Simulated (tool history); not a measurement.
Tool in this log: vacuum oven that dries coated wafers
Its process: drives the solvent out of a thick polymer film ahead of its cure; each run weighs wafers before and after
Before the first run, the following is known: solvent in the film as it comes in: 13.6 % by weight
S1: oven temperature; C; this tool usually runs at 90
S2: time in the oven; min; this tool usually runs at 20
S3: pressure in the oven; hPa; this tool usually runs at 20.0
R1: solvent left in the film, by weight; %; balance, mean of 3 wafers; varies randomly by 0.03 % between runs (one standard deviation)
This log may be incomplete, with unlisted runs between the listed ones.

run 1 hour=0.0 | S1=90 S2=20 S3=20.0 | R1=3.97
run 2 hour=13.2 | S1=90 S2=20 S3=20.0 | R1=3.93
run 3 hour=22.1 | S1=90 S2=20 S3=20.0 | R1=3.95
run 4 hour=28.7 | S1=90 S2=20 S3=20.0 | R1=3.94
run 5 hour=42.7 | S1=90 S2=20 S3=20.0 | R1=3.99
run 6 hour=55.4 | S1=90 S2=35 S3=20.0 | R1=3.52
run 7 hour=62.1 | S1=90 S2=35 S3=20.0 | R1=3.50
run 8 hour=72.8 | S1=90 S2=35 S3=20.0 | R1=3.45
run 9 hour=81.6 | S1=90 S2=35 S3=68.7 | R1=11.30
run 10 hour=92.7 | S1=90 S2=35 S3=68.7 | R1=11.30
run 11 hour=101.5 | S1=90 S2=35 S3=68.7 | R1=11.28
run 12 hour=112.2 | S1=90 S2=35 S3=68.7 | R1=11.26
run 13 hour=122.7 | S1=90 S2=35 S3=68.7 | R1=11.26
run 14 hour=135.7 | S1=90 S2=35 S3=68.7 | R1=11.33
run 15 hour=142.3 | S1=90 S2=35 S3=68.7 | R1=11.39
run 16 hour=155.7 | S1=90 S2=35 S3=68.7 | R1=11.29
run 17 hour=166.0 | S1=90 S2=35 S3=68.7 | R1=11.39
run 18 hour=178.8 | S1=90 S2=20 S3=20.0 | R1=3.97
run 19 hour=188.5 | S1=90 S2=20 S3=26.0 | R1=4.86
run 20 hour=196.3 | S1=101 S2=34 S3=20.0 | R1=2.29
run 21 hour=208.4 | S1=101 S2=34 S3=20.0 | R1=2.30
run 22 hour=214.5 | S1=105 S2=18 S3=10.8 | R1=1.12
run 23 hour=222.8 | S1=82 S2=22 S3=22.6 | R1=6.34
run 24 hour=235.8 | S1=90 S2=19 S3=53.3 | R1=9.11
run 25 hour=241.9 | S1=86 S2=20 S3=20.0 | R1=4.93
run 26 hour=248.0 | S1=90 S2=14 S3=44.3 | R1=8.19
run 27 hour=255.7 | S1=90 S2=14 S3=44.3 | R1=8.12
run 28 hour=266.6 | S1=90 S2=14 S3=44.3 | R1=8.06
run 29 hour=272.9 | S1=97 S2=14 S3=44.3 | R1=5.96
run 30 hour=285.1 | S1=95 S2=27 S3=17.8 | R1=2.64
run 31 hour=291.0 | S1=95 S2=27 S3=17.8 | R1=2.62
run 32 hour=303.2 | S1=92 S2=17 S3=13.5 | R1=2.86
run 33 hour=309.3 | S1=92 S2=17 S3=13.5 | R1=2.89
run 34 hour=317.5 | S1=93 S2=13 S3=13.0 | R1=3.19
run 35 hour=326.9 | S1=90 S2=33 S3=55.2 | R1=9.23
run 36 hour=336.8 | S1=90 S2=32 S3=13.7 | R1=2.54
run 37 hour=350.2 | S1=76 S2=10 S3=69.1 | R1=13.56
run 38 hour=363.6 | S1=76 S2=10 S3=69.1 | R1=13.50

Removed from this log: 2 entries logged between the listed runs. Between which two listed runs does each belong, and how does the tool's hidden state at the listed run before it compare with that at the listed run after it?
From run 27 to run 28: oven's thermocouples calibrated (hour 258.4)
  true wafer temperature over the reading, C: 0.47 -> 0.56; true pressure over the reading, kPa: 0.1 -> 0.101
  the result without the hidden state subtracted from the measured one, R1: -0.02 -> -0.05 %
From run 36 to run 37: oven's thermocouples calibrated, once more (hour 347.2)
  true wafer temperature over the reading, C: 0.6 -> -0.28; true pressure over the reading, kPa: 0.109 -> 0.11
  the result without the hidden state subtracted from the measured one, R1: +0.10 -> +0.00 %
